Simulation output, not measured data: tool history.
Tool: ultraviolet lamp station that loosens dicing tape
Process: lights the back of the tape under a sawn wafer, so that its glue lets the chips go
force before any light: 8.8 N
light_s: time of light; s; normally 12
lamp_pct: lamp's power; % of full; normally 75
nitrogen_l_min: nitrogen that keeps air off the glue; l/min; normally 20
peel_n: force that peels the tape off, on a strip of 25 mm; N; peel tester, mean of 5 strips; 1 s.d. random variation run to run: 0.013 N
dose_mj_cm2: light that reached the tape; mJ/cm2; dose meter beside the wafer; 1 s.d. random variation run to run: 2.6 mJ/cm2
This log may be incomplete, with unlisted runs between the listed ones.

run 1 hour=0.0 | light_s=12 lamp_pct=75 nitrogen_l_min=20 | peel_n=1.048 dose_mj_cm2=259
-- hour=2.5 window cleaned of glue's vapour
run 2 hour=34.2 | light_s=12 lamp_pct=75 nitrogen_l_min=20 | peel_n=0.789 dose_mj_cm2=310
run 3 hour=51.2 | light_s=12 lamp_pct=75 nitrogen_l_min=20 | peel_n=0.772 dose_mj_cm2=302
run 4 hour=73.1 | light_s=12 lamp_pct=72 nitrogen_l_min=20 | peel_n=0.885 dose_mj_cm2=288
run 5 hour=95.2 | light_s=12 lamp_pct=75 nitrogen_l_min=6 | peel_n=1.489 dose_mj_cm2=298
run 6 hour=123.4 | light_s=18 lamp_pct=75 nitrogen_l_min=20 | peel_n=0.359 dose_mj_cm2=441
run 7 hour=139.9 | light_s=12 lamp_pct=75 nitrogen_l_min=20 | peel_n=0.886 dose_mj_cm2=292
run 8 hour=175.4 | light_s=12 lamp_pct=75 nitrogen_l_min=20 | peel_n=0.911 dose_mj_cm2=286
run 9 hour=210.3 | light_s=12 lamp_pct=75 nitrogen_l_min=20 | peel_n=0.960 dose_mj_cm2=283
run 10 hour=239.6 | light_s=11 lamp_pct=76 nitrogen_l_min=22 | peel_n=1.029 dose_mj_cm2=257
run 11 hour=259.6 | light_s=11 lamp_pct=76 nitrogen_l_min=22 | peel_n=1.073 dose_mj_cm2=254
run 12 hour=295.0 | light_s=15 lamp_pct=75 nitrogen_l_min=25 | peel_n=0.540 dose_mj_cm2=340
run 13 hour=329.3 | light_s=9 lamp_pct=68 nitrogen_l_min=25 | peel_n=1.833 dose_mj_cm2=182
run 14 hour=360.5 | light_s=9 lamp_pct=68 nitrogen_l_min=25 | peel_n=1.943 dose_mj_cm2=179
run 15 hour=385.0 | light_s=9 lamp_pct=68 nitrogen_l_min=25 | peel_n=1.927 dose_mj_cm2=179
run 16 hour=409.8 | light_s=9 lamp_pct=68 nitrogen_l_min=25 | peel_n=1.908 dose_mj_cm2=174
run 17 hour=434.0 | light_s=8 lamp_pct=68 nitrogen_l_min=13 | peel_n=2.709 dose_mj_cm2=155

4 options for the next run, each taken on its own from the tool as it stands now. Forecast them:
run A hour=468.2 | light_s=11 lamp_pct=79 nitrogen_l_min=21 | peel_n=? dose_mj_cm2=?
run B hour=468.2 | light_s=21 lamp_pct=88 nitrogen_l_min=13 | peel_n=? dose_mj_cm2=?
run C hour=468.2 | light_s=15 lamp_pct=63 nitrogen_l_min=20 | peel_n=? dose_mj_cm2=?
run D hour=468.2 | light_s=12 lamp_pct=76 nitrogen_l_min=26 | peel_n=? dose_mj_cm2=?

run=A peel_n=1.225 dose_mj_cm2=238
run=B peel_n=0.335 dose_mj_cm2=506
run=C peel_n=1.050 dose_mj_cm2=259
run=D peel_n=0.996 dose_mj_cm2=255
Stripped of hidden state, with their random variation kept, the same runs would have yielded:
run=A peel_n=0.648 dose_mj_cm2=330
run=B peel_n=0.210 dose_mj_cm2=702
run=C peel_n=0.543 dose_mj_cm2=359
run=D peel_n=0.512 dose_mj_cm2=352
